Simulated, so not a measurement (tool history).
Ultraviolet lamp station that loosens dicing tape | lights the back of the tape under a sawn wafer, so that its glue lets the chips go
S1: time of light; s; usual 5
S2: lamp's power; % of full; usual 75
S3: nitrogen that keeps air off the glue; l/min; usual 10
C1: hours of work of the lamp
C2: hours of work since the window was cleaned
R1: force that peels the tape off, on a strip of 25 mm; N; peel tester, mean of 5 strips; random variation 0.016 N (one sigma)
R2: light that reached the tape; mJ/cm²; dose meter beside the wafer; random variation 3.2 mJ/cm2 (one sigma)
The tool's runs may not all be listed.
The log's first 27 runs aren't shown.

run 28 hour=581.9 | S1=8 S2=76 S3=11 | C1=524 C2=358 | R1=0.39 R2=685
run 29 hour=603.5 | S1=8 S2=76 S3=11 | C1=539 C2=373 | R1=0.383 R2=681
run 30 hour=624 | S1=4 S2=75 S3=10 | C1=553 C2=387 | R1=1.36 R2=330
-- hour=633.2 window cleaned of glue's vapour
run 31 hour=643.9 | S1=5 S2=97 S3=8 | C1=567 C2=7 | R1=0.628 R2=565
run 32 hour=668.5 | S1=5 S2=97 S3=8 | C1=584 C2=25 | R1=0.641 R2=568
run 33 hour=697.4 | S1=5 S2=65 S3=10 | C1=605 C2=45 | R1=1.156 R2=374
run 34 hour=724.2 | S1=5 S2=65 S3=10 | C1=623 C2=64 | R1=1.174 R2=369
run 35 hour=739.8 | S1=4 S2=93 S3=15 | C1=634 C2=75 | R1=0.86 R2=427
run 36 hour=769.2 | S1=4 S2=74 S3=12 | C1=655 C2=95 | R1=1.326 R2=335
run 37 hour=789.2 | S1=4 S2=74 S3=12 | C1=669 C2=109 | R1=1.306 R2=333
run 38 hour=813 | S1=4 S2=74 S3=12 | C1=686 C2=126 | R1=1.337 R2=332
run 39 hour=834.3 | S1=5 S2=92 S3=12 | C1=701 C2=141 | R1=0.627 R2=521
run 40 hour=865.3 | S1=2 S2=95 S3=4 | C1=722 C2=163 | R1=2.814 R2=208
run 41 hour=881.2 | S1=5 S2=62 S3=6 | C1=734 C2=174 | R1=1.538 R2=341
run 42 hour=894 | S1=5 S2=62 S3=6 | C1=743 C2=183 | R1=1.569 R2=340
run 43 hour=910.1 | S1=10 S2=99 S3=10 | C1=754 C2=194 | R1=0.213 R2=1082

Forecast each of these 3 alternatives for the next run:
run A hour=924.6 | S1=7 S2=61 S3=10 | C1=764 C2=204 | R1=? R2=?
run B hour=924.6 | S1=3 S2=99 S3=8 | C1=764 C2=204 | R1=? R2=?
run C hour=924.6 | S1=9 S2=89 S3=10 | C1=764 C2=204 | R1=? R2=?

run=A R1=0.836 R2=467
run=B R1=1.478 R2=325
run=C R1=0.279 R2=874
Without the tool's hidden state the same runs would have given:
run=A R1=0.595 R2=562
run=B R1=1.135 R2=392
run=C R1=0.226 R2=1053
